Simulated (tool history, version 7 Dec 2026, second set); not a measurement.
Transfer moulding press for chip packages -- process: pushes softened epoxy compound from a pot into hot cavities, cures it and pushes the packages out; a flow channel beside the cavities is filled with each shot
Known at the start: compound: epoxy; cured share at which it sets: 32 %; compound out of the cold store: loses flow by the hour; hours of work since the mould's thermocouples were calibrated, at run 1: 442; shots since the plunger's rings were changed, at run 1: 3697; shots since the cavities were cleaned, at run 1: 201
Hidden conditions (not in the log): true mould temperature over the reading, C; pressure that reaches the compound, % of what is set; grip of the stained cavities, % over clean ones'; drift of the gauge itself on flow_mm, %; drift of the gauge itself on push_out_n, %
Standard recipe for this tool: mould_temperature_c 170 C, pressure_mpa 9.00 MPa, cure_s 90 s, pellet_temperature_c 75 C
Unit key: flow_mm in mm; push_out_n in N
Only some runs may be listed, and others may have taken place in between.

run   hour  mould_temperature_c  pressure_mpa  cure_s  pellet_temperature_c  hours of work since the mould's thermocouples were calibrated  shots since the plunger's rings were changed  shots since the cavities were cleaned  incoming compound's hours out of the cold store  flow_mm  push_out_n
  1    0.0                  170          9.00      90                    75                                                            442                                          3697                                    201                                             37.4      495         281
      59.0  -- cavities cleaned with cleaning compound and waxed
  2   77.3                  170          9.00      90                    75                                                            496                                          4684                                    238                                             30.4      502         276
     130.3  -- cavities cleaned with cleaning compound and waxed
  3  131.9                  170          9.00      90                    75                                                            534                                          5375                                     21                                              8.6      559         234
     151.5  -- plunger's sealing rings changed
     175.7  -- mould's thermocouples calibrated
  4  195.0                  170          9.00      90                    75                                                             14                                           540                                    785                                              8.2      613         354
     204.6  -- cavities cleaned with cleaning compound and waxed
  5  262.1                  170          9.00      90                    75                                                             61                                          1393                                    747                                             35.5      527         345
     276.7  -- cavities cleaned with cleaning compound and waxed
  6  301.3                  176          8.87      90                    71                                                             87                                          1885                                    321                                             13.4      570         272
     347.8  -- cavities cleaned with cleaning compound and waxed
  7  375.9                  163          9.00      90                    75                                                            140                                          2837                                    366                                             13.5      591         415
     418.3  -- cavities cleaned with cleaning compound and waxed
  8  423.1                  163          9.00      90                    75                                                            172                                          3432                                     63                                             10.1      595         338
  9  480.0                  170          9.00     120                    67                                                            213                                          4172                                    803                                             12.6      573         318
     488.6  -- cavities cleaned with cleaning compound and waxed
 10  529.2                  170          9.00     120                    67                                                            247                                          4794                                    529                                             23.5      529         295

Here are 4 independent what-if runs from the current tool condition. What would each one return?
     560.7  -- cavities cleaned with cleaning compound and waxed
     590.6  -- plunger's sealing rings changed
  A  599.1                  171          9.00      78                    67                                                            294                                           111                                    468                                              9.4        ?           ?
     560.7  -- cavities cleaned with cleaning compound and waxed
     590.6  -- plunger's sealing rings changed
  B  599.1                  162          9.55      90                    74                                                            294                                           111                                    468                                             14.8        ?           ?
     560.7  -- cavities cleaned with cleaning compound and waxed
     590.6  -- plunger's sealing rings changed
  C  599.1                  170          9.00      75                    67                                                            294                                           111                                    468                                             36.4        ?           ?
     560.7  -- cavities cleaned with cleaning compound and waxed
     590.6  -- plunger's sealing rings changed
  D  599.1                  170          7.42      90                    75                                                            294                                           111                                    468                                             27.8        ?           ?

run  flow_mm  push_out_n
  A      606         377
  B      632         473
  C      532         384
  D      498         322
Had the tool no hidden state, the same runs would have come out as:
run  flow_mm  push_out_n
  A      607         248
  B      632         306
  C      533         252
  D      498         213

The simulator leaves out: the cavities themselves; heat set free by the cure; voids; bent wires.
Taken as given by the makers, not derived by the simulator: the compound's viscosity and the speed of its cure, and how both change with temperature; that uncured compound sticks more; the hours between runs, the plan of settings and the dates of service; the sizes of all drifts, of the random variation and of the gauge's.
